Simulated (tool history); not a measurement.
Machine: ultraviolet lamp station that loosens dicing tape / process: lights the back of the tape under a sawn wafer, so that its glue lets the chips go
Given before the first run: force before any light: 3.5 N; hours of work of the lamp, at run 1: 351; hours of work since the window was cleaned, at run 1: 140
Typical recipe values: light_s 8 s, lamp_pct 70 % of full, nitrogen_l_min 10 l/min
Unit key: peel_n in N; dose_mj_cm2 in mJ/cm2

run   hour  light_s  lamp_pct  nitrogen_l_min  hours of work of the lamp  hours of work since the window was cleaned  peel_n  dose_mj_cm2
  1    0.0        8        70              10                        351                                         140   0.683          159
  2   52.7        8        70              10                        386                                         175   0.732          154
  3   93.4        8        70              10                        413                                         202   0.751          150
  4  135.3        8        70              10                        440                                         229   0.771          148
  5  177.2        8        70              10                        468                                         257   0.838          138
  6  203.6        4        70              10                        485                                         274   1.717           71
     225.5  -- window cleaned of glue's vapour
  7  230.6        4        79              10                        503                                           3   1.654           71
  8  262.0        4        79              10                        524                                          24   1.664           72
  9  293.2        7        82               3                        544                                          45   1.299          128
 10  343.5        5        93               6                        577                                          78   1.392           98
 11  387.2       12        74               7                        606                                         107   0.646          180
 12  441.0       14        70              10                        642                                         142   0.502          188
     445.7  -- lamp changed
 13  470.3       10        67              10                         16                                         161   0.370          232
 14  507.6        8        68              15                         41                                         185   0.467          194

Consider 5 possible next runs. They are alternatives, not a sequence: every one starts from the tool as it was left by run 14. What does each give?
     531.1  -- window cleaned of glue's vapour, once more
  A  570.8        6        62              12                         82                                          26       ?            ?
     531.1  -- window cleaned of glue's vapour, once more
  B  570.8       15        70               6                         82                                          26       ?            ?
     531.1  -- window cleaned of glue's vapour, once more
  C  570.8        4        97               5                         82                                          26       ?            ?
     531.1  -- window cleaned of glue's vapour, once more
  D  570.8        8        70               5                         82                                          26       ?            ?
     531.1  -- window cleaned of glue's vapour, once more
  E  570.8        9        73              17                         82                                          26       ?            ?

run  peel_n  dose_mj_cm2
  A   0.762          141
  B   0.184          396
  C   0.957          147
  D   0.586          209
  E   0.277          243
The same runs, with their run-to-run variation unchanged, on a tool lacking any hidden condition would have given:
run  peel_n  dose_mj_cm2
  A   0.702          149
  B   0.170          419
  C   0.889          156
  D   0.533          221
  E   0.250          257

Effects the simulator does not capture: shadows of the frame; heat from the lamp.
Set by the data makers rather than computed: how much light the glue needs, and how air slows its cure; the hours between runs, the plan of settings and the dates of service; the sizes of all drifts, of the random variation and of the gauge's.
